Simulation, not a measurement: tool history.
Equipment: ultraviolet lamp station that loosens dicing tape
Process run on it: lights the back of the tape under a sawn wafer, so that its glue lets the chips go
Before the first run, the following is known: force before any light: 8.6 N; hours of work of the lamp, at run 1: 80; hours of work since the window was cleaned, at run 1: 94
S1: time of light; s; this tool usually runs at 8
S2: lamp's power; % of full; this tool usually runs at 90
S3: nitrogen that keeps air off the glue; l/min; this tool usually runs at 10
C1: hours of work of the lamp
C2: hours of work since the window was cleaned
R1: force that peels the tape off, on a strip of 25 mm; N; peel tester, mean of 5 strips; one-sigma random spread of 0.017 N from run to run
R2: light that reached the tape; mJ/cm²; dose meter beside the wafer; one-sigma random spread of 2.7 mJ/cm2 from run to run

{"run": 1, "day": 0.0, "S1": 8, "S2": 90, "S3": 10, "C1": 80, "C2": 94, "R1": 0.95, "R2": 333}
{"run": 2, "day": 0.421, "S1": 8, "S2": 90, "S3": 10, "C1": 84, "C2": 99, "R1": 0.965, "R2": 325}
{"run": 3, "day": 0.8, "S1": 15, "S2": 90, "S3": 10, "C1": 89, "C2": 104, "R1": 0.316, "R2": 620}
{"run": 4, "day": 1.129, "S1": 15, "S2": 90, "S3": 10, "C1": 93, "C2": 108, "R1": 0.298, "R2": 615}
{"run": 5, "day": 1.362, "S1": 15, "S2": 90, "S3": 10, "C1": 95, "C2": 110, "R1": 0.309, "R2": 619}
{"run": 6, "day": 1.733, "S1": 15, "S2": 90, "S3": 10, "C1": 100, "C2": 115, "R1": 0.311, "R2": 621}
{"run": 7, "day": 2.196, "S1": 8, "S2": 90, "S3": 10, "C1": 105, "C2": 120, "R1": 0.964, "R2": 329}
{"run": 8, "day": 2.483, "S1": 8, "S2": 90, "S3": 10, "C1": 109, "C2": 123, "R1": 0.974, "R2": 325}
{"run": 9, "day": 2.996, "S1": 8, "S2": 90, "S3": 10, "C1": 115, "C2": 129, "R1": 0.999, "R2": 325}
{"run": 10, "day": 3.442, "S1": 7, "S2": 90, "S3": 10, "C1": 120, "C2": 135, "R1": 1.28, "R2": 283}
{"run": 11, "day": 3.792, "S1": 8, "S2": 90, "S3": 10, "C1": 124, "C2": 139, "R1": 1.015, "R2": 324}
{"run": 12, "day": 4.171, "S1": 8, "S2": 90, "S3": 10, "C1": 128, "C2": 143, "R1": 0.963, "R2": 321}
{"run": 13, "day": 4.575, "S1": 8, "S2": 90, "S3": 10, "C1": 133, "C2": 148, "R1": 0.978, "R2": 321}
{"run": 14, "day": 4.862, "S1": 8, "S2": 90, "S3": 10, "C1": 137, "C2": 151, "R1": 1.053, "R2": 322}
{"run": 15, "day": 5.208, "S1": 8, "S2": 90, "S3": 7, "C1": 141, "C2": 155, "R1": 1.246, "R2": 317}
{"run": 16, "day": 5.45, "S1": 8, "S2": 90, "S3": 10, "C1": 143, "C2": 158, "R1": 1.004, "R2": 321}
{"run": 17, "day": 5.75, "S1": 8, "S2": 90, "S3": 10, "C1": 147, "C2": 162, "R1": 1.042, "R2": 322}
{"run": 18, "day": 6.125, "S1": 8, "S2": 90, "S3": 10, "C1": 151, "C2": 166, "R1": 1.046, "R2": 320}
{"run": 19, "day": 6.529, "S1": 8, "S2": 90, "S3": 10, "C1": 156, "C2": 171, "R1": 1.058, "R2": 318}
{"run": 20, "day": 6.975, "S1": 8, "S2": 90, "S3": 10, "C1": 161, "C2": 176, "R1": 1.005, "R2": 317}
{"run": 21, "day": 7.446, "S1": 8, "S2": 90, "S3": 10, "C1": 167, "C2": 182, "R1": 1.042, "R2": 318}
{"run": 22, "day": 7.846, "S1": 8, "S2": 90, "S3": 10, "C1": 171, "C2": 186, "R1": 1.027, "R2": 312}
{"run": 23, "day": 8.188, "S1": 7, "S2": 78, "S3": 3, "C1": 175, "C2": 190, "R1": 3.118, "R2": 236}
{"run": 24, "day": 8.454, "S1": 14, "S2": 62, "S3": 3, "C1": 179, "C2": 193, "R1": 1.693, "R2": 378}
{"run": 25, "day": 8.683, "S1": 6, "S2": 75, "S3": 6, "C1": 181, "C2": 196, "R1": 2.848, "R2": 194}
{"run": 26, "day": 8.908, "S1": 6, "S2": 76, "S3": 6, "C1": 184, "C2": 199, "R1": 2.761, "R2": 198}
{"run": 27, "day": 9.229, "S1": 6, "S2": 76, "S3": 6, "C1": 188, "C2": 202, "R1": 2.813, "R2": 195}
{"run": 28, "day": 9.6, "S1": 7, "S2": 90, "S3": 14, "C1": 192, "C2": 207, "R1": 1.096, "R2": 275}
{"day": 9.642, "done": "window cleaned of glue's vapour"}
{"run": 29, "day": 10.054, "S1": 14, "S2": 100, "S3": 8, "C1": 197, "C2": 5, "R1": 0.323, "R2": 660}
{"run": 30, "day": 10.267, "S1": 15, "S2": 100, "S3": 8, "C1": 200, "C2": 7, "R1": 0.307, "R2": 702}
{"run": 31, "day": 10.596, "S1": 8, "S2": 72, "S3": 16, "C1": 203, "C2": 11, "R1": 1.008, "R2": 266}
{"run": 32, "day": 10.938, "S1": 8, "S2": 99, "S3": 9, "C1": 207, "C2": 15, "R1": 0.81, "R2": 372}
{"run": 33, "day": 11.408, "S1": 8, "S2": 98, "S3": 9, "C1": 213, "C2": 21, "R1": 0.836, "R2": 369}
{"run": 34, "day": 11.879, "S1": 4, "S2": 98, "S3": 8, "C1": 218, "C2": 26, "R1": 2.618, "R2": 182}
{"run": 35, "day": 12.154, "S1": 4, "S2": 98, "S3": 8, "C1": 222, "C2": 29, "R1": 2.713, "R2": 181}
{"run": 36, "day": 12.533, "S1": 4, "S2": 98, "S3": 8, "C1": 226, "C2": 34, "R1": 2.767, "R2": 181}
{"run": 37, "day": 12.85, "S1": 8, "S2": 97, "S3": 9, "C1": 230, "C2": 38, "R1": 0.854, "R2": 357}
{"run": 38, "day": 13.129, "S1": 8, "S2": 97, "S3": 9, "C1": 233, "C2": 41, "R1": 0.895, "R2": 359}
{"run": 39, "day": 13.421, "S1": 4, "S2": 61, "S3": 12, "C1": 237, "C2": 44, "R1": 3.688, "R2": 112}
{"run": 40, "day": 13.85, "S1": 8, "S2": 90, "S3": 11, "C1": 242, "C2": 49, "R1": 0.926, "R2": 332}
{"run": 41, "day": 14.254, "S1": 8, "S2": 94, "S3": 4, "C1": 246, "C2": 54, "R1": 1.698, "R2": 345}
{"run": 42, "day": 14.775, "S1": 14, "S2": 77, "S3": 4, "C1": 252, "C2": 60, "R1": 0.896, "R2": 490}
{"run": 43, "day": 15.275, "S1": 14, "S2": 77, "S3": 4, "C1": 258, "C2": 66, "R1": 0.911, "R2": 493}
{"run": 44, "day": 15.625, "S1": 10, "S2": 77, "S3": 7, "C1": 262, "C2": 70, "R1": 1.117, "R2": 344}

A few steps of R1 between consecutive runs. Split each: what settings, incoming material and random variation would produce without the hidden state, and what is left over for the hidden state, along with gauge scatter present in only one of the two compared results (measured, and without hidden state):
Hidden state present: lamp's light, % of a new lamp's; light that the window lets through, % of a clean one's; drift of the gauge itself on peel_n, %; drift of the gauge itself on dose_mj_cm2, %.
Run 22 -> 23: S1 8 -> 7, S2 90 -> 78, S3 10 -> 3. R1 +2.091 N: hidden state +0.176, all else +1.915.
Run 27 -> 28: S1 6 -> 7, S2 76 -> 90, S3 6 -> 14. R1 -1.717 N: hidden state -0.158, all else -1.559.
Run 28 -> 29: S1 7 -> 14, S2 90 -> 100, S3 14 -> 8, window cleaned of glue's vapour. R1 -0.773 N: hidden state -0.222, all else -0.551.
Run 38 -> 39: S1 8 -> 4, S2 97 -> 61, S3 9 -> 12. R1 +2.793 N: hidden state +0.108, all else +2.685.
Run 39 -> 40: S1 4 -> 8, S2 61 -> 90, S3 12 -> 11. R1 -2.762 N: hidden state -0.097, all else -2.665.
